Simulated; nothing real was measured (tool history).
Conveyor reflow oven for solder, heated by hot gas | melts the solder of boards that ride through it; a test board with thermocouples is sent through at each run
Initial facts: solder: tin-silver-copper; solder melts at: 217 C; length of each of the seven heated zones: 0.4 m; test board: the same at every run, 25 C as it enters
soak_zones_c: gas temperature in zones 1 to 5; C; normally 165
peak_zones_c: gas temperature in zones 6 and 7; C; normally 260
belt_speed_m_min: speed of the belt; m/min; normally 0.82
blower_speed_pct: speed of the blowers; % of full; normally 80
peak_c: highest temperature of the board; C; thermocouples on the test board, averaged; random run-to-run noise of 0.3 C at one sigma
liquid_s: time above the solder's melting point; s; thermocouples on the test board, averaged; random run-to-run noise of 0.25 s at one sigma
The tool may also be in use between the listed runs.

Run 1, hour 0: usual settings. Result: peak_c 246.2 C, liquid_s 38.3 s.
Run 2, hour 17.7: usual settings. Result: peak_c 245.4 C, liquid_s 38.3 s.
Run 3, hour 33.2: usual settings. Result: peak_c 245.7 C, liquid_s 38.9 s.
Run 4, hour 45.5: usual settings. Result: peak_c 245.8 C, liquid_s 38.6 s.
Run 5, hour 53.2: usual settings. Result: peak_c 245.8 C, liquid_s 38.1 s.
Run 6, hour 69.8: usual settings. Result: peak_c 245.8 C, liquid_s 38.7 s.
Run 7, hour 83.1: usual settings. Result: peak_c 245.4 C, liquid_s 38.4 s.
Run 8, hour 96.3: usual settings. Result: peak_c 245.6 C, liquid_s 38.8 s.
Run 9, hour 106.8: usual settings but peak_zones_c 264 C. Result: peak_c 248.8 C, liquid_s 40.7 s.
Run 10, hour 119.2: usual settings but peak_zones_c 264 C. Result: peak_c 249.1 C, liquid_s 40.5 s.
Run 11, hour 133.7: usual settings but peak_zones_c 248 C, belt_speed_m_min 0.817 m/min. Result: peak_c 235.4 C, liquid_s 30.6 s.
Run 12, hour 152: usual settings but peak_zones_c 258 C. Result: peak_c 244.2 C, liquid_s 37.2 s.
Run 13, hour 170.1: usual settings but peak_zones_c 258 C. Result: peak_c 243.3 C, liquid_s 37.2 s.
Run 14, hour 182.5: usual settings but peak_zones_c 258 C. Result: peak_c 243.2 C, liquid_s 37.2 s.
Run 15, hour 191.3: usual settings but soak_zones_c 155 C, belt_speed_m_min 0.917 m/min, blower_speed_pct 55 % of full. Result: peak_c 235.1 C, liquid_s 23 s.
Run 16, hour 207.5: usual settings but soak_zones_c 155 C, belt_speed_m_min 0.917 m/min, blower_speed_pct 55 % of full. Result: peak_c 234.9 C, liquid_s 22.6 s.
Run 17, hour 217.1: usual settings but soak_zones_c 155 C, belt_speed_m_min 0.917 m/min, blower_speed_pct 55 % of full. Result: peak_c 235.2 C, liquid_s 23 s.
Run 18, hour 235.8: usual settings but soak_zones_c 174 C, peak_zones_c 257 C, belt_speed_m_min 0.67 m/min, blower_speed_pct 55 % of full. Result: peak_c 245.6 C, liquid_s 50.9 s.
Run 19, hour 246.3: usual settings but soak_zones_c 174 C, peak_zones_c 257 C, belt_speed_m_min 0.67 m/min, blower_speed_pct 55 % of full. Result: peak_c 245.6 C, liquid_s 51.5 s.
Run 20, hour 257.4: usual settings but soak_zones_c 174 C, peak_zones_c 257 C, belt_speed_m_min 0.67 m/min, blower_speed_pct 55 % of full. Result: peak_c 245.8 C, liquid_s 50.7 s.

Predict each of these 3 candidate next runs independently; none follows another, all start after run 20:
Run A, hour 269.1: usual settings but soak_zones_c 174 C, peak_zones_c 257 C, belt_speed_m_min 0.894 m/min, blower_speed_pct 55 % of full. Result: peak_c ?, liquid_s ?.
Run B, hour 269.1: usual settings but soak_zones_c 174 C, peak_zones_c 261 C, belt_speed_m_min 0.67 m/min, blower_speed_pct 55 % of full. Result: peak_c ?, liquid_s ?.
Run C, hour 269.1: usual settings but soak_zones_c 179 C, peak_zones_c 257 C, belt_speed_m_min 0.828 m/min, blower_speed_pct 55 % of full. Result: peak_c ?, liquid_s ?.

run  peak_c  liquid_s
  A   237.5        30
  B     249      53.7
  C   241.1      37.7
Without the tool's unlogged condition, the same runs would have read:
run  peak_c  liquid_s
  A   238.6      30.9
  B     250        54
  C   242.1      38.3
